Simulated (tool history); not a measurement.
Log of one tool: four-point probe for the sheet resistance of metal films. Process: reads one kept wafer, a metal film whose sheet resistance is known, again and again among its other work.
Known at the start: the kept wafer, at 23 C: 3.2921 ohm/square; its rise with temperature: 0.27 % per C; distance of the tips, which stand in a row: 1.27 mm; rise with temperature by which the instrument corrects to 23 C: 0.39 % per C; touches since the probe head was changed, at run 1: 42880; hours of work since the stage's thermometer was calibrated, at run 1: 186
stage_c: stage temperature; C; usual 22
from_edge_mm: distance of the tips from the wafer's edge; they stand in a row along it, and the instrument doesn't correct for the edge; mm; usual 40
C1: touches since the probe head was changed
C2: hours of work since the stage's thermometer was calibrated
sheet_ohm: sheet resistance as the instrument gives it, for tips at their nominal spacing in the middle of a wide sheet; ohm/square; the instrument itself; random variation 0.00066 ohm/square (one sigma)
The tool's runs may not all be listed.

Run 1, day 0: usual settings; C1 42880; C2 186. Result: sheet_ohm 3.297516 ohm/square.
Run 2, day 0.771: usual settings; C1 43345; C2 196. Result: sheet_ohm 3.296998 ohm/square.
Run 3, day 1.492: usual settings but from_edge_mm 11 mm; C1 43783; C2 205. Result: sheet_ohm 3.319829 ohm/square.
Run 4, day 2.542: usual settings but from_edge_mm 11 mm; C1 44418; C2 218. Result: sheet_ohm 3.319847 ohm/square.
Run 5, day 3.65: usual settings but from_edge_mm 45 mm; C1 45090; C2 232. Result: sheet_ohm 3.297432 ohm/square.
Run 6, day 4.371: usual settings but from_edge_mm 45 mm; C1 45527; C2 242. Result: sheet_ohm 3.298785 ohm/square.
Run 7, day 5.8: usual settings; C1 46392; C2 260. Result: sheet_ohm 3.298147 ohm/square.
Run 8, day 7.417: usual settings but stage_c 26 C; C1 47369; C2 280. Result: sheet_ohm 3.282076 ohm/square.
Run 9, day 8.167: usual settings but stage_c 26 C, from_edge_mm 4 mm; C1 47823; C2 290. Result: sheet_ohm 3.447609 ohm/square.
Run 10, day 9.204: usual settings but from_edge_mm 58 mm; C1 48452; C2 303. Result: sheet_ohm 3.297376 ohm/square.
Run 11, day 9.933: usual settings but from_edge_mm 58 mm; C1 48895; C2 313. Result: sheet_ohm 3.297237 ohm/square.
Run 12, day 11.212: usual settings; C1 49668; C2 329. Result: sheet_ohm 3.297755 ohm/square.
Run 13, day 12.296: usual settings; C1 50324; C2 343. Result: sheet_ohm 3.298136 ohm/square.
Run 14, day 13.317: usual settings but stage_c 26 C; C1 50942; C2 356. Result: sheet_ohm 3.280822 ohm/square.
Run 15, day 14.529: usual settings but stage_c 26 C; C1 51676; C2 371. Result: sheet_ohm 3.281207 ohm/square.
Run 16, day 15.879: usual settings but stage_c 20 C, from_edge_mm 35 mm; C1 52494; C2 388. Result: sheet_ohm 3.306148 ohm/square.
Run 17, day 16.633: usual settings but stage_c 20 C, from_edge_mm 35 mm; C1 52951; C2 398. Result: sheet_ohm 3.307175 ohm/square.
Run 18, day 17.383: usual settings but stage_c 20 C, from_edge_mm 35 mm; C1 53404; C2 408. Result: sheet_ohm 3.305766 ohm/square.
Run 19, day 18.7: usual settings but stage_c 20 C, from_edge_mm 35 mm; C1 54200; C2 424. Result: sheet_ohm 3.306453 ohm/square.
Run 20, day 19.696: usual settings but stage_c 20 C, from_edge_mm 10 mm; C1 54804; C2 437. Result: sheet_ohm 3.332013 ohm/square.
Run 21, day 21.008: usual settings but stage_c 20 C, from_edge_mm 10 mm; C1 55598; C2 454. Result: sheet_ohm 3.33307 ohm/square.
Run 22, day 22.429: usual settings but stage_c 24 C; C1 56458; C2 472. Result: sheet_ohm 3.289467 ohm/square.
Run 23, day 23.458: usual settings but from_edge_mm 16 mm; C1 57082; C2 485. Result: sheet_ohm 3.306473 ohm/square.
Run 24, day 25.179: usual settings but stage_c 25 C, from_edge_mm 4 mm; C1 58123; C2 507. Result: sheet_ohm 3.451933 ohm/square.
Run 25, day 26.688: usual settings but stage_c 25 C, from_edge_mm 4 mm; C1 59036; C2 526. Result: sheet_ohm 3.452453 ohm/square.
Run 26, day 28.408: usual settings but stage_c 23 C, from_edge_mm 6 mm; C1 60078; C2 548. Result: sheet_ohm 3.369082 ohm/square.
Run 27, day 29.975: usual settings but stage_c 33 C, from_edge_mm 21 mm; C1 61027; C2 568. Result: sheet_ohm 3.259365 ohm/square.

Forecast each of these 5 alternatives for the next run:
Run A, day 31.317: usual settings but from_edge_mm 37 mm; C1 61840; C2 585. Result: sheet_ohm ?.
Run B, day 31.317: usual settings but stage_c 33 C, from_edge_mm 4 mm; C1 61840; C2 585. Result: sheet_ohm ?.
Run C, day 31.317: usual settings but from_edge_mm 5 mm; C1 61840; C2 585. Result: sheet_ohm ?.
Run D, day 31.317: usual settings but stage_c 26 C, from_edge_mm 9 mm; C1 61840; C2 585. Result: sheet_ohm ?.
Run E, day 31.317: usual settings but stage_c 32 C, from_edge_mm 4 mm; C1 61840; C2 585. Result: sheet_ohm ?.

run  sheet_ohm
  A   3.298196
  B   3.420514
  C   3.405011
  D   3.313815
  E   3.423122
Without the tool's hidden state the same runs would have given:
run  sheet_ohm
  A   3.298552
  B   3.420881
  C   3.405378
  D   3.314173
  E   3.423489
